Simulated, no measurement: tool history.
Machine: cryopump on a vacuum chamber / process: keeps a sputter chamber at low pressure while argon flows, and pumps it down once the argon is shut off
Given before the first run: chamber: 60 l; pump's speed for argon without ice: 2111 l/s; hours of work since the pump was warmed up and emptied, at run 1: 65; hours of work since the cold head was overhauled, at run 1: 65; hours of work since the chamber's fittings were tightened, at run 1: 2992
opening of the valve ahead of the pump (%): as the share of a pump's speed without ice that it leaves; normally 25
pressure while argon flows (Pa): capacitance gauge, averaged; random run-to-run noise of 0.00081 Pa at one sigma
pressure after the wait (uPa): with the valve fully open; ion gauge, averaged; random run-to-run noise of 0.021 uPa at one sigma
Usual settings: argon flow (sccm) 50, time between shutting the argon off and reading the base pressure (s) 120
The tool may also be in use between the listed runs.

| run | hour | argon flow (sccm) | time between shutting the argon off and reading the base pressure (s) | opening of the valve ahead of the pump (%) | hours of work since the pump was warmed up and emptied | hours of work since the cold head was overhauled | hours of work since the chamber's fittings were tightened | pressure while argon flows (Pa) | pressure after the wait (uPa) |
|---|---|---|---|---|---|---|---|---|---|
| 1 | 0.0 | 50 | 120 | 25 | 65 | 65 | 2992 | 0.1620 | 2.24 |
| 2 | 12.4 | 50 | 120 | 45 | 75 | 75 | 3003 | 0.0901 | 2.22 |
| 3 | 30.3 | 29 | 120 | 25 | 91 | 91 | 3019 | 0.0929 | 2.20 |
| 4 | 39.4 | 29 | 120 | 25 | 99 | 99 | 3027 | 0.0932 | 2.19 |
| 5 | 52.1 | 29 | 120 | 25 | 110 | 110 | 3038 | 0.0947 | 2.20 |
| 6 | 70.8 | 29 | 120 | 25 | 127 | 127 | 3054 | 0.0936 | 2.25 |
| 7 | 81.4 | 29 | 120 | 25 | 136 | 136 | 3064 | 0.0938 | 2.24 |
| 8 | 99.7 | 29 | 120 | 25 | 152 | 152 | 3080 | 0.0941 | 2.24 |
| 9 | 108.7 | 29 | 120 | 25 | 160 | 160 | 3088 | 0.0950 | 2.29 |
| 10 | 128.6 | 50 | 120 | 25 | 177 | 177 | 3105 | 0.1639 | 2.36 |
| 11 | 147.3 | 50 | 120 | 25 | 194 | 194 | 3121 | 0.1639 | 2.32 |
| 12 | 160.9 | 50 | 120 | 25 | 206 | 206 | 3133 | 0.1642 | 2.41 |
|  | 179.8 | leaking fittings of the chamber tightened, without venting |
| 13 | 182.9 | 50 | 120 | 25 | 223 | 223 | 3 | 0.1635 | 0.49 |
| 14 | 199.0 | 50 | 120 | 25 | 238 | 238 | 17 | 0.1657 | 0.50 |
| 15 | 207.4 | 50 | 120 | 25 | 245 | 245 | 24 | 0.1665 | 0.54 |
| 16 | 219.2 | 50 | 120 | 25 | 255 | 255 | 35 | 0.1644 | 0.56 |
| 17 | 236.4 | 50 | 120 | 22 | 270 | 270 | 50 | 0.1869 | 0.54 |
| 18 | 250.7 | 50 | 63 | 15 | 283 | 283 | 62 | 0.2735 | 0.88 |
| 19 | 268.3 | 50 | 231 | 45 | 298 | 298 | 78 | 0.0953 | 0.42 |
| 20 | 277.8 | 74 | 164 | 51 | 307 | 307 | 86 | 0.1251 | 0.46 |
| 21 | 293.4 | 85 | 32 | 21 | 320 | 320 | 100 | 0.3349 | 1.50 |
| 22 | 304.4 | 85 | 32 | 21 | 330 | 330 | 109 | 0.3351 | 1.51 |
| 23 | 315.7 | 85 | 32 | 21 | 340 | 340 | 119 | 0.3345 | 1.58 |
| 24 | 332.7 | 24 | 78 | 21 | 355 | 355 | 134 | 0.0958 | 0.79 |
| 25 | 350.5 | 24 | 78 | 21 | 371 | 371 | 150 | 0.0952 | 0.80 |
| 26 | 359.2 | 24 | 78 | 21 | 378 | 378 | 158 | 0.0949 | 0.82 |
| 27 | 377.9 | 24 | 226 | 21 | 395 | 395 | 174 | 0.0953 | 0.48 |
| 28 | 397.7 | 50 | 97 | 25 | 412 | 412 | 191 | 0.1691 | 0.71 |
| 29 | 415.2 | 50 | 178 | 36 | 427 | 427 | 207 | 0.1203 | 0.54 |
| 30 | 428.6 | 24 | 30 | 25 | 439 | 439 | 219 | 0.0813 | 1.67 |
| 31 | 442.7 | 24 | 30 | 25 | 452 | 452 | 231 | 0.0804 | 1.75 |
| 32 | 462.0 | 46 | 120 | 22 | 469 | 469 | 248 | 0.1762 | 0.68 |
| 33 | 479.2 | 57 | 25 | 53 | 484 | 484 | 263 | 0.0969 | 2.05 |
| 34 | 498.1 | 57 | 25 | 53 | 500 | 500 | 280 | 0.0990 | 2.04 |

How would selected steps in pressure while argon flows (Pa) from run to run divide? Give the signed amount a tool lacking its hidden state would still show from settings, what came in and random variation, and the signed amount left for the hidden state, including any gauge scatter that is not in both of the compared results.
The hidden state here: pump's speed, % of a pump's without ice; cold plate's temperature, K; leak into the chamber, uPa l/s; drift of the gauge itself on working_pa, %; drift of the gauge itself on base_upa, %.
Run 18 -> 19: time between shutting the argon off and reading the base pressure (s) 63 -> 231, opening of the valve ahead of the pump (%) 15 -> 45. pressure while argon flows (Pa) -0.1782: hidden state +0.0003, all else -0.1785.
Run 20 -> 21: argon flow (sccm) 74 -> 85, time between shutting the argon off and reading the base pressure (s) 164 -> 32, opening of the valve ahead of the pump (%) 51 -> 21. pressure while argon flows (Pa) +0.2098: hidden state +0.0020, all else +0.2078.
Run 23 -> 24: argon flow (sccm) 85 -> 24, time between shutting the argon off and reading the base pressure (s) 32 -> 78. pressure while argon flows (Pa) -0.2387: hidden state -0.0084, all else -0.2303.
Run 27 -> 28: argon flow (sccm) 24 -> 50, time between shutting the argon off and reading the base pressure (s) 226 -> 97, opening of the valve ahead of the pump (%) 21 -> 25. pressure while argon flows (Pa) +0.0738: hidden state +0.0048, all else +0.0690.
Run 29 -> 30: argon flow (sccm) 50 -> 24, time between shutting the argon off and reading the base pressure (s) 178 -> 30, opening of the valve ahead of the pump (%) 36 -> 25. pressure while argon flows (Pa) -0.0390: hidden state -0.0046, all else -0.0344.
